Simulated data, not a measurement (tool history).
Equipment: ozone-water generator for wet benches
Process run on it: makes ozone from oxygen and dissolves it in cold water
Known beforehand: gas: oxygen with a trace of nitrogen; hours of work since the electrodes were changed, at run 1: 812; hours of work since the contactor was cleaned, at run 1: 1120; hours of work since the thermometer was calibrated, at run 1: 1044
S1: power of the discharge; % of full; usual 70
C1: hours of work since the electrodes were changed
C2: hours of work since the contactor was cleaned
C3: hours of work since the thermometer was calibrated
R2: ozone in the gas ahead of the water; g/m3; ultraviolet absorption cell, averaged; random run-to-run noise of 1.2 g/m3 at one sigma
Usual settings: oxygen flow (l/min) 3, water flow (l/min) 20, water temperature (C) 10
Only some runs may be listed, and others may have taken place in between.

run 1 hour=0 | S1=70 oxygen_flow_(l/min)=3 water_flow_(l/min)=20 water_temperature_(C)=10 | C1=812 C2=1120 C3=1044 | dissolved_ozone_(ppm)=20.2 R2=221.9
run 2 hour=30.9 | S1=70 oxygen_flow_(l/min)=2.99 water_flow_(l/min)=20 water_temperature_(C)=10 | C1=835 C2=1143 C3=1067 | dissolved_ozone_(ppm)=20 R2=222.6
run 3 hour=62.7 | S1=70 oxygen_flow_(l/min)=2.99 water_flow_(l/min)=20 water_temperature_(C)=10 | C1=858 C2=1167 C3=1090 | dissolved_ozone_(ppm)=20.1 R2=221.8
run 4 hour=79.3 | S1=70 oxygen_flow_(l/min)=2.99 water_flow_(l/min)=20 water_temperature_(C)=10 | C1=871 C2=1179 C3=1103 | dissolved_ozone_(ppm)=20.4 R2=222.9
run 5 hour=101.6 | S1=70 oxygen_flow_(l/min)=2.99 water_flow_(l/min)=20 water_temperature_(C)=10 | C1=887 C2=1196 C3=1119 | dissolved_ozone_(ppm)=20.2 R2=220.8
run 6 hour=131.4 | S1=70 oxygen_flow_(l/min)=2.99 water_flow_(l/min)=20 water_temperature_(C)=10 | C1=909 C2=1218 C3=1142 | dissolved_ozone_(ppm)=20.2 R2=220.8
run 7 hour=162.8 | S1=70 oxygen_flow_(l/min)=3 water_flow_(l/min)=27 water_temperature_(C)=10 | C1=933 C2=1241 C3=1165 | dissolved_ozone_(ppm)=15.6 R2=223.2
run 8 hour=183.1 | S1=85 oxygen_flow_(l/min)=5.04 water_flow_(l/min)=17 water_temperature_(C)=5 | C1=948 C2=1257 C3=1180 | dissolved_ozone_(ppm)=32.6 R2=212
run 9 hour=213.8 | S1=82 oxygen_flow_(l/min)=3.38 water_flow_(l/min)=12 water_temperature_(C)=5 | C1=971 C2=1279 C3=1203 | dissolved_ozone_(ppm)=36.7 R2=234.5

Forecast run 10:
run 10 hour=231.2 | S1=70 oxygen_flow_(l/min)=3 water_flow_(l/min)=16 water_temperature_(C)=10 | C1=984 C2=1292 C3=1216 | dissolved_ozone_(ppm)=? R2=?

Run 10 came out at dissolved ozone (ppm) 24.3, R2 221.1 g/m3.
On a tool with no hidden condition, and with the same random variation, this run would have come out at dissolved ozone (ppm) 25.2, R2 226.6 g/m3.
